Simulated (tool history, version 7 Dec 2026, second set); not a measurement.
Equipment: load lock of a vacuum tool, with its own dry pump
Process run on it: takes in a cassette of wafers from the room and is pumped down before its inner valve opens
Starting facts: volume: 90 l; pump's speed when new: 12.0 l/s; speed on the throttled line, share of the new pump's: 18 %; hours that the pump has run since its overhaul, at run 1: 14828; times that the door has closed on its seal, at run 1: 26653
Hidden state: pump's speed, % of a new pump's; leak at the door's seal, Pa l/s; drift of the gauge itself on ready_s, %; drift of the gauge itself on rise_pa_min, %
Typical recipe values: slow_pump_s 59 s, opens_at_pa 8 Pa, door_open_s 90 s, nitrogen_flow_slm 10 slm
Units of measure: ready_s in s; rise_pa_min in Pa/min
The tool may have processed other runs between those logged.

run,day,slow_pump_s,opens_at_pa,door_open_s,nitrogen_flow_slm,hours that the pump has run since its overhaul,times that the door has closed on its seal,"incoming humidity of the room's air, %",ready_s,rise_pa_min
1,0.000,59,8,90,10,14828,26653,42.3,133.2,0.237
2,20.371,59,8,90,10,15316,27498,44.2,133.3,0.252
3,43.192,59,8,90,10,15864,28444,44.7,135.7,0.259
4,69.546,59,8,90,5,16497,29537,41.8,135.3,0.279
5,83.529,59,8,90,5,16832,30117,47.4,137.3,0.295
6,104.912,59,8,90,5,17345,31003,43.7,138.2,0.299
7,128.896,59,8,90,10,17921,31997,43.8,138.2,0.307
8,152.992,59,8,90,10,18499,32997,43.8,139.5,0.320
# day 168.262: dry pump taken out, an overhauled one fitted
9,173.908,34,8,90,10,135,33853,48.2,100.3,0.339
10,189.462,34,8,90,10,509,34498,44.1,99.7,0.344
11,211.300,59,8,90,10,1033,35404,47.2,121.7,0.358
12,232.396,59,8,90,10,1539,36278,44.8,122.5,0.360
13,251.004,59,8,90,25,1986,37050,41.9,122.1,0.361
14,264.300,59,8,90,25,2305,37601,44.1,122.1,0.362
15,290.392,59,8,90,25,2931,38683,47.4,123.5,0.382
16,302.592,59,8,90,25,3224,39189,42.8,121.4,0.394
17,317.771,59,8,90,11,3588,39818,46.2,123.1,0.414
18,338.292,59,8,90,11,4081,40669,45.1,123.2,0.430
19,349.892,106,10,39,20,4359,41150,43.7,160.4,0.419
20,370.754,59,13,27,13,4860,42015,46.2,120.7,0.424
21,392.158,59,7,27,39,5374,42902,44.6,127.2,0.436
22,412.792,102,9,153,12,5869,43758,43.6,158.5,0.490

Forecast run 23:
23,425.712,62,6,90,10,6179,44294,44.3,?,?

ready_s: 132.7 s
rise_pa_min: 0.489 Pa/min
With no hidden state in the tool, this same run would have given ready_s 126.2 s, rise_pa_min 0.041 Pa/min.
